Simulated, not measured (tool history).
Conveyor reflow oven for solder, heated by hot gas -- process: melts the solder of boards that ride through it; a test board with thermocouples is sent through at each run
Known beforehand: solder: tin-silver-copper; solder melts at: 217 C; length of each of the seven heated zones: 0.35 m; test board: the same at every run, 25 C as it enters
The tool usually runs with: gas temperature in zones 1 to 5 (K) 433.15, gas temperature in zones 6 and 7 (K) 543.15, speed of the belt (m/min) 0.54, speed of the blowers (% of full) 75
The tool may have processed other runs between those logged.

run   hour  gas temperature in zones 1 to 5 (K)  gas temperature in zones 6 and 7 (K)  speed of the belt (m/min)  speed of the blowers (% of full)  highest temperature of the board (K)  time above the solder's melting point (s)
  1      0                               433.15                                543.15                       0.54                                75                                527.75                                       57.5
  2   46.1                               433.15                                543.15                      0.583                                75                                525.65                                         51
  3   94.8                               433.15                                543.15                       0.54                                75                                527.65                                       58.1
  4  133.9                               433.15                                543.15                       0.54                                71                                527.25                                       57.2
     139.4  -- thermocouples of zones 6 and 7 changed
     149.9  -- flux residue cleaned out of gas plates and filters
  5    183                               433.15                                543.15                       0.54                                71                                525.95                                       55.6
  6  227.2                               433.15                                543.15                       0.54                                71                                525.95                                       55.6
  7  275.3                               433.15                                543.15                       0.54                                71                                526.25                                       54.9
  8  322.9                               433.15                                546.15                       0.54                                75                                529.65                                       57.8
  9  355.4                               433.15                                546.15                       0.54                                75                                529.75                                       57.5
 10  381.3                               444.15                                557.15                       0.54                                56                                537.15                                       66.3
 11  418.2                               444.15                                557.15                       0.54                                56                                537.25                                       65.2
     447.9  -- belt drive overhauled, speed set with a stopwatch
     457.1  -- flux residue cleaned out of gas plates and filters, once more
 12  473.2                               444.15                                557.15                       0.54                                56                                542.05                                       68.4

Each row is a separate what-if for the run after 12, all from the same tool condition, not one after another. Results?
  A  529.3                               444.15                                541.15                       0.54                                69                                     ?                                          ?
  B  529.3                               444.15                                534.15                       0.54                                56                                     ?                                          ?
  C  529.3                               426.15                                557.15                       0.54                                56                                     ?                                          ?
  D  529.3                               437.15                                543.15                      0.486                                75                                     ?                                          ?
  E  529.3                               432.15                                543.15                       0.54                                75                                     ?                                          ?

run  highest temperature of the board (K)  time above the solder's melting point (s)
  A                                530.45                                         62
  B                                521.55                                       55.6
  C                                539.45                                       61.1
  D                                535.05                                       71.4
  E                                532.25                                       59.7
The same runs, with their run-to-run variation unchanged, on a tool lacking any hidden condition would have given:
run  highest temperature of the board (K)  time above the solder's melting point (s)
  A                                530.75                                       62.1
  B                                521.85                                       55.8
  C                                539.75                                       61.2
  D                                535.35                                       71.5
  E                                532.65                                       59.9

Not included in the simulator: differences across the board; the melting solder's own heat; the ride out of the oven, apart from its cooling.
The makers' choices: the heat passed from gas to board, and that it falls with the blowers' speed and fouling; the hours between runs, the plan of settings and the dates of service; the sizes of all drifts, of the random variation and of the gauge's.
